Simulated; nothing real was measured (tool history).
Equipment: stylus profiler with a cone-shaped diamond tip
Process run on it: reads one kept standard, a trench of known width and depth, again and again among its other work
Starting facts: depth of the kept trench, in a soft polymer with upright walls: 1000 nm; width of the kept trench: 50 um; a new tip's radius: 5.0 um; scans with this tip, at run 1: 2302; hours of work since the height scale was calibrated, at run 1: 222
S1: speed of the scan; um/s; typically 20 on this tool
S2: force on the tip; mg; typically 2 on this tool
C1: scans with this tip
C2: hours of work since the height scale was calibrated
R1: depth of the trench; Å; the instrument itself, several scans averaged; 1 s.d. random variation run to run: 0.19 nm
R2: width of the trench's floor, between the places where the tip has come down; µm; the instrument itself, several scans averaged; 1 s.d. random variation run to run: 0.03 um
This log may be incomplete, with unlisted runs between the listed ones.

{"run": 1, "day": 0.0, "S1": 20, "S2": 2, "C1": 2302, "C2": 222, "R1": 10092.9, "R2": 43.5}
{"run": 2, "day": 0.658, "S1": 20, "S2": 2, "C1": 2394, "C2": 230, "R1": 10094.3, "R2": 43.53}
{"run": 3, "day": 1.283, "S1": 20, "S2": 2, "C1": 2480, "C2": 239, "R1": 10092.9, "R2": 43.41}
{"run": 4, "day": 1.854, "S1": 20, "S2": 2, "C1": 2559, "C2": 246, "R1": 10096.8, "R2": 43.47}
{"run": 5, "day": 3.158, "S1": 20, "S2": 2.81, "C1": 2738, "C2": 264, "R1": 10119.8, "R2": 43.43}
{"run": 6, "day": 3.975, "S1": 20, "S2": 2.81, "C1": 2851, "C2": 274, "R1": 10119.6, "R2": 43.44}
{"run": 7, "day": 4.608, "S1": 20, "S2": 2.81, "C1": 2938, "C2": 283, "R1": 10118.9, "R2": 43.43}
{"day": 4.683, "done": "height scale calibrated on a step standard"}
{"run": 8, "day": 5.85, "S1": 20, "S2": 2.81, "C1": 3107, "C2": 16, "R1": 10118.2, "R2": 43.36}
{"run": 9, "day": 7.096, "S1": 20, "S2": 2, "C1": 3279, "C2": 32, "R1": 10097.6, "R2": 43.35}
{"run": 10, "day": 8.121, "S1": 20, "S2": 2, "C1": 3421, "C2": 46, "R1": 10096.8, "R2": 43.29}
{"day": 8.204, "done": "height scale calibrated on a step standard, once more"}
{"run": 11, "day": 9.092, "S1": 8, "S2": 4.03, "C1": 3552, "C2": 12, "R1": 10145.2, "R2": 43.33}
{"run": 12, "day": 10.383, "S1": 8, "S2": 4.03, "C1": 3730, "C2": 29, "R1": 10148, "R2": 43.33}
{"run": 13, "day": 11.238, "S1": 30, "S2": 0.71, "C1": 3848, "C2": 40, "R1": 10043.5, "R2": 43.04}
{"run": 14, "day": 12.046, "S1": 50, "S2": 2.46, "C1": 3960, "C2": 51, "R1": 10105, "R2": 43.08}
{"run": 15, "day": 13.196, "S1": 20, "S2": 4.77, "C1": 4119, "C2": 66, "R1": 10165, "R2": 43.23}
{"run": 16, "day": 14.025, "S1": 7, "S2": 1.79, "C1": 4233, "C2": 77, "R1": 10083.2, "R2": 43.31}
{"run": 17, "day": 15.208, "S1": 7, "S2": 1.79, "C1": 4396, "C2": 93, "R1": 10079, "R2": 43.26}
{"run": 18, "day": 16.079, "S1": 17, "S2": 3.37, "C1": 4517, "C2": 105, "R1": 10129.9, "R2": 43.25}
{"run": 19, "day": 17.133, "S1": 10, "S2": 3.06, "C1": 4662, "C2": 119, "R1": 10122.3, "R2": 43.18}
{"run": 20, "day": 18.233, "S1": 12, "S2": 0.89, "C1": 4814, "C2": 133, "R1": 10053, "R2": 43.11}

Across each entry between runs, compare the hidden state at the last listed run before it with the hidden state at the first listed run after it:
Logged between run 7 and run 8: height scale calibrated on a step standard (day 4.683)
  radius of the tip, um: 5.74 -> 5.79; height scale over the true one, %: 0.005 -> 0.01
  the result without the hidden state subtracted from the measured one, R1: +0.5 -> +1 Å; R2: -0.48 -> -0.5 µm
Logged between run 10 and run 11: height scale calibrated on a step standard, once more (day 8.204)
  radius of the tip, um: 5.87 -> 5.9; height scale over the true one, %: 0.013 -> -0.053
  the result without the hidden state subtracted from the measured one, R1: +1.3 -> -5.4 Å; R2: -0.56 -> -0.58 µm
